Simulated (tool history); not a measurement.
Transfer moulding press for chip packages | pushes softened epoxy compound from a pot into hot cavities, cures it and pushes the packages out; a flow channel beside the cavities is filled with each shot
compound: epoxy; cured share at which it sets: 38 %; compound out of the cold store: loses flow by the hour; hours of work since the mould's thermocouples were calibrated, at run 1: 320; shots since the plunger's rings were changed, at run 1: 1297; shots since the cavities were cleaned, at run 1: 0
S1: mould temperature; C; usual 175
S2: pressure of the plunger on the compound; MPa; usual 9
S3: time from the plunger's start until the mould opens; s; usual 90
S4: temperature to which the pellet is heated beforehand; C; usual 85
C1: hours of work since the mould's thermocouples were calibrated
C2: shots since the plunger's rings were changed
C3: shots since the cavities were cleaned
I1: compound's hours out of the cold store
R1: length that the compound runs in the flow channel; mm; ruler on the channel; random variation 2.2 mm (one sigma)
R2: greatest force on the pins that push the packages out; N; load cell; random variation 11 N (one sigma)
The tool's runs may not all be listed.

Run 1, hour 0: usual settings; C1 320; C2 1297; C3 0; I1 22.6. Result: R1 511 mm, R2 495 N.
At hour 7.5: mould's thermocouples calibrated.
At hour 53.5: cavities cleaned with cleaning compound and waxed.
Run 2, hour 59.7: usual settings; C1 29; C2 1886; C3 65; I1 23.9. Result: R1 507 mm, R2 500 N.
At hour 108.4: cavities cleaned with cleaning compound and waxed.
Run 3, hour 139.9: usual settings but S4 87 C; C1 73; C2 2711; C3 330; I1 47.4. Result: R1 481 mm, R2 476 N.
At hour 164.6: cavities cleaned with cleaning compound and waxed.
Run 4, hour 182.2: usual settings but S2 7.84 MPa, S4 87 C; C1 96; C2 3139; C3 184; I1 47.5. Result: R1 445 mm, R2 492 N.
At hour 216.2: cavities cleaned with cleaning compound and waxed.
Run 5, hour 237.6: usual settings but S2 7.84 MPa, S4 87 C; C1 127; C2 3704; C3 224; I1 27.9. Result: R1 466 mm, R2 511 N.
At hour 247.3: plunger's sealing rings changed.
At hour 268.1: cavities cleaned with cleaning compound and waxed.
Run 6, hour 302.2: usual settings; C1 161; C2 560; C3 358; I1 8.5. Result: R1 525 mm, R2 532 N.
At hour 316.6: cavities cleaned with cleaning compound and waxed.
At hour 366.3: cavities cleaned with cleaning compound and waxed.
Run 7, hour 382.6: usual settings; C1 205; C2 1372; C3 171; I1 24.5. Result: R1 508 mm, R2 489 N.
At hour 416.7: cavities cleaned with cleaning compound and waxed.
Run 8, hour 438.1: usual settings but S4 76 C; C1 236; C2 1938; C3 224; I1 35.6. Result: R1 490 mm, R2 490 N.
At hour 465.7: cavities cleaned with cleaning compound and waxed.
At hour 521.1: cavities cleaned with cleaning compound and waxed.
Run 9, hour 523.9: usual settings but S4 76 C; C1 283; C2 2807; C3 30; I1 28.7. Result: R1 499 mm, R2 501 N.
At hour 572.5: cavities cleaned with cleaning compound and waxed.
At hour 604: mould's thermocouples calibrated.
Run 10, hour 611.2: usual settings but S4 76 C; C1 4; C2 3686; C3 385; I1 23.8. Result: R1 508 mm, R2 512 N.
At hour 627.1: plunger's sealing rings changed.
At hour 628.6: cavities cleaned with cleaning compound and waxed.
At hour 676.8: cavities cleaned with cleaning compound and waxed.
Run 11, hour 693.1: usual settings but S4 86 C; C1 47; C2 661; C3 171; I1 30.1. Result: R1 503 mm, R2 481 N.
At hour 724.8: cavities cleaned with cleaning compound and waxed.
Run 12, hour 742.9: usual settings; C1 75; C2 1168; C3 190; I1 25. Result: R1 505 mm, R2 498 N.
At hour 776.7: cavities cleaned with cleaning compound and waxed.
Run 13, hour 805.4: usual settings; C1 109; C2 1807; C3 301; I1 25.4. Result: R1 503 mm, R2 522 N.
At hour 829.3: cavities cleaned with cleaning compound and waxed.
At hour 882.3: cavities cleaned with cleaning compound and waxed.
Run 14, hour 889.2: usual settings; C1 155; C2 2655; C3 73; I1 10. Result: R1 527 mm, R2 520 N.
At hour 931.8: cavities cleaned with cleaning compound and waxed.
Run 15, hour 939.4: usual settings; C1 183; C2 3165; C3 79; I1 12.8. Result: R1 519 mm, R2 502 N.
At hour 987.2: cavities cleaned with cleaning compound and waxed.
At hour 1001.7: plunger's sealing rings changed.
Run 16, hour 1023.2: usual settings but S1 177 C, S2 7.53 MPa; C1 228; C2 226; C3 351; I1 32.9. Result: R1 453 mm, R2 474 N.
At hour 1041.6: cavities cleaned with cleaning compound and waxed.
At hour 1093.8: cavities cleaned with cleaning compound and waxed.
Run 17, hour 1112.1: usual settings but S1 174 C, S2 10.91 MPa; C1 276; C2 1126; C3 191; I1 47.7. Result: R1 525 mm, R2 525 N.
At hour 1149.8: cavities cleaned with cleaning compound and waxed.
At hour 1202.1: mould's thermocouples calibrated.
At hour 1203.6: cavities cleaned with cleaning compound and waxed.
Run 18, hour 1212.7: usual settings but S1 182 C, S2 10.34 MPa; C1 5; C2 2129; C3 95; I1 46.2. Result: R1 498 mm, R2 399 N.
At hour 1253.5: cavities cleaned with cleaning compound and waxed.
Run 19, hour 1255.3: usual settings but S1 169 C, S2 9.07 MPa, S3 96 s; C1 28; C2 2560; C3 19; I1 45.5. Result: R1 497 mm, R2 622 N.
Run 20, hour 1295.8: usual settings but S1 178 C, S2 8.99 MPa; C1 51; C2 2985; C3 444; I1 9.1. Result: R1 515 mm, R2 453 N.
At hour 1302.2: cavities cleaned with cleaning compound and waxed.
Run 21, hour 1344.7: usual settings but S1 178 C, S2 7.05 MPa, S3 71 s, S4 91 C; C1 78; C2 3482; C3 446; I1 17.1. Result: R1 450 mm, R2 668 N.
At hour 1353.7: cavities cleaned with cleaning compound and waxed.
At hour 1376.8: plunger's sealing rings changed.
At hour 1405.8: cavities cleaned with cleaning compound and waxed.
Run 22, hour 1424.8: usual settings but S1 182 C, S4 92 C; C1 121; C2 489; C3 200; I1 29.8. Result: R1 486 mm, R2 377 N.
At hour 1456.1: cavities cleaned with cleaning compound and waxed.
Run 23, hour 1475.8: usual settings but S1 172 C, S4 88 C; C1 149; C2 1007; C3 206; I1 27.1. Result: R1 511 mm, R2 585 N.
At hour 1507.3: cavities cleaned with cleaning compound and waxed.
Run 24, hour 1536.1: usual settings but S1 172 C, S4 88 C; C1 182; C2 1624; C3 301; I1 25.3. Result: R1 509 mm, R2 590 N.
At hour 1560.6: cavities cleaned with cleaning compound and waxed.
Run 25, hour 1601.8: usual settings but S1 172 C, S4 88 C; C1 218; C2 2298; C3 432; I1 20.5. Result: R1 517 mm, R2 591 N.

Forecast each of these 3 alternatives for the next run:
At hour 1610.4: cavities cleaned with cleaning compound and waxed.
At hour 1658.9: cavities cleaned with cleaning compound and waxed.
Run A, hour 1703.5: usual settings but S1 170 C, S2 8.82 MPa, S3 92 s; C1 274; C2 3333; C3 468; I1 9.3. Result: R1 ?, R2 ?.
At hour 1610.4: cavities cleaned with cleaning compound and waxed.
At hour 1658.9: cavities cleaned with cleaning compound and waxed.
Run B, hour 1703.5: usual settings but S1 168 C, S4 91 C; C1 274; C2 3333; C3 468; I1 8.6. Result: R1 ?, R2 ?.
At hour 1610.4: cavities cleaned with cleaning compound and waxed.
At hour 1658.9: cavities cleaned with cleaning compound and waxed.
Run C, hour 1703.5: usual settings but S3 84 s; C1 274; C2 3333; C3 468; I1 10.2. Result: R1 ?, R2 ?.

run   R1   R2
  A  535  664
  B  546  809
  C  523  602
Without the tool's hidden state the same runs would have given:
run   R1   R2
  A  536  659
  B  546  803
  C  524  597
